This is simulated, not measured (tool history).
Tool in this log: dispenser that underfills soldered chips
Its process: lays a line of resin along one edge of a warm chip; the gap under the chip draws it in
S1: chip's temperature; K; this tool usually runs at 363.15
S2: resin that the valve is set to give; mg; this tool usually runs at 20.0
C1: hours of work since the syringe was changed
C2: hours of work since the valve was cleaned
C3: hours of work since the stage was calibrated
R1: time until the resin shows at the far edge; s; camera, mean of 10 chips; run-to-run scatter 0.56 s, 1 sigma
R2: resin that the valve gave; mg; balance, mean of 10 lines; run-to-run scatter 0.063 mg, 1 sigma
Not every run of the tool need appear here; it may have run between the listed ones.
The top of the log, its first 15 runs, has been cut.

run	day	S1	S2	C1	C2	C3	R1	R2
# day 2.917: new syringe of resin
16	2.929	352.15	20.0	0	26	203	85.0	19.63
17	3.058	352.15	20.0	2	28	205	99.3	19.74
18	3.175	363.15	21.7	4	30	207	67.1	21.40
# day 3.262: new syringe of resin
19	3.342	368.15	21.5	1	32	209	43.7	21.07
20	3.454	368.15	17.9	3	34	211	50.5	17.51
21	3.562	368.15	17.9	5	36	213	58.0	17.53
# day 3.608: new syringe of resin
22	3.717	368.15	17.9	2	38	215	46.6	17.53
23	3.883	355.15	17.7	4	41	218	109.8	17.29
# day 3.962: new syringe of resin
24	4.008	363.15	17.9	1	42	220	54.7	17.49
# day 4.250: dispensing valve cleaned and set on the balance
25	4.304	363.15	18.8	5	1	224	75.3	18.87
# day 4.350: new syringe of resin
26	4.538	363.15	18.8	3	4	227	63.5	18.77
# day 4.692: new syringe of resin
27	4.746	358.15	19.4	1	8	230	69.1	19.41
28	4.896	358.15	19.4	3	10	233	82.3	19.29
29	5.008	358.15	19.4	5	12	235	97.5	19.32
# day 5.042: new syringe of resin
30	5.221	367.15	24.2	3	15	238	53.2	23.99
# day 5.388: new syringe of resin
31	5.488	367.15	24.2	2	19	242	47.1	24.00
32	5.675	369.15	19.2	5	22	245	56.2	18.96
# day 5.729: new syringe of resin
33	5.829	361.15	21.0	2	24	247	63.1	20.68
# day 6.071: new syringe of resin
34	6.083	358.15	22.4	0	28	251	64.1	22.10

Here are 3 independent what-if runs from the current tool condition. What would each one return?
A	6.204	358.15	20.0	2	30	253	?	?
B	6.204	362.15	20.0	2	30	253	?	?
C	6.204	358.15	17.2	2	30	253	?	?

run	R1	R2
A	77.9	19.71
B	63.2	19.64
C	79.1	16.99
What these runs would have given with no unlogged condition in the tool:
run	R1	R2
A	60.7	20.01
B	49.5	19.94
C	61.6	17.24
